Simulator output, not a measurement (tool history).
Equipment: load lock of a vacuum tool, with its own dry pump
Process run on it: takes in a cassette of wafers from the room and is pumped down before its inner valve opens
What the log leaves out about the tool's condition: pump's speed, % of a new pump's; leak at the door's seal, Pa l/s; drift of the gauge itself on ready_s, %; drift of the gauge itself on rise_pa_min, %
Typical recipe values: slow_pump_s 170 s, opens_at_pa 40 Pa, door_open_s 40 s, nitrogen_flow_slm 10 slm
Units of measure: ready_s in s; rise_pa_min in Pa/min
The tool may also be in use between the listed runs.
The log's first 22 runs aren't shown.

| run | hour | slow_pump_s | opens_at_pa | door_open_s | nitrogen_flow_slm | hours that the pump has run since its overhaul | times that the door has closed on its seal | incoming humidity of the room's air, % | ready_s | rise_pa_min |
|---|---|---|---|---|---|---|---|---|---|---|
| 23 | 3002.4 | 104 | 51 | 26 | 44 | 4238 | 20525 | 42.2 | 220.8 | 0.006 |
| 24 | 3117.6 | 88 | 60 | 107 | 6 | 4354 | 20749 | 47.1 | 206.8 | 0.041 |
| 25 | 3295.3 | 88 | 60 | 107 | 6 | 4531 | 21095 | 44.7 | 205.6 | 0.044 |
|  | 3421.3 | door's seal changed, seat wiped |
| 26 | 3436.4 | 118 | 40 | 45 | 20 | 4671 | 29 | 43.7 | 238.8 | 0.012 |
| 27 | 3608.3 | 135 | 69 | 28 | 8 | 4843 | 364 | 44.7 | 240.3 | 0.020 |
| 28 | 3766.1 | 170 | 41 | 40 | 10 | 5001 | 671 | 43.8 | 280.3 | 0.015 |
| 29 | 3861.3 | 170 | 36 | 40 | 18 | 5096 | 856 | 44.8 | 280.4 | 0.010 |
| 30 | 3987.3 | 103 | 31 | 130 | 31 | 5222 | 1102 | 47.4 | 229.6 | 0.019 |
| 31 | 4075.0 | 103 | 31 | 130 | 31 | 5310 | 1272 | 45.3 | 229.9 | 0.019 |
| 32 | 4259.4 | 170 | 40 | 189 | 10 | 5494 | 1631 | 45.5 | 281.2 | 0.043 |
| 33 | 4390.4 | 170 | 40 | 189 | 10 | 5625 | 1886 | 42.7 | 280.0 | 0.038 |
| 34 | 4523.4 | 170 | 36 | 78 | 20 | 5758 | 2145 | 43.9 | 279.8 | 0.013 |
| 35 | 4704.7 | 106 | 36 | 78 | 26 | 5939 | 2498 | 45.9 | 230.4 | 0.013 |
| 36 | 4844.8 | 220 | 36 | 54 | 26 | 6079 | 2771 | 46.3 | 321.8 | 0.007 |

What if the next run were any one of these 4? Each begins from the tool's condition after run 36:
| A | 4990.2 | 170 | 62 | 40 | 10 | 6225 | 3054 | 46.0 | ? | ? |
| B | 4990.2 | 220 | 36 | 239 | 26 | 6225 | 3054 | 45.2 | ? | ? |
| C | 4990.2 | 170 | 40 | 40 | 13 | 6225 | 3054 | 46.6 | ? | ? |
| D | 4990.2 | 120 | 61 | 181 | 10 | 6225 | 3054 | 44.2 | ? | ? |

| run | ready_s | rise_pa_min |
|---|---|---|
| A | 270.1 | 0.017 |
| B | 323.2 | 0.027 |
| C | 279.8 | 0.014 |
| D | 233.4 | 0.045 |
With no hidden state in the tool, these same runs would have given:
| run | ready_s | rise_pa_min |
|---|---|---|
| A | 269.9 | 0.017 |
| B | 323.1 | 0.027 |
| C | 279.7 | 0.014 |
| D | 233.3 | 0.044 |
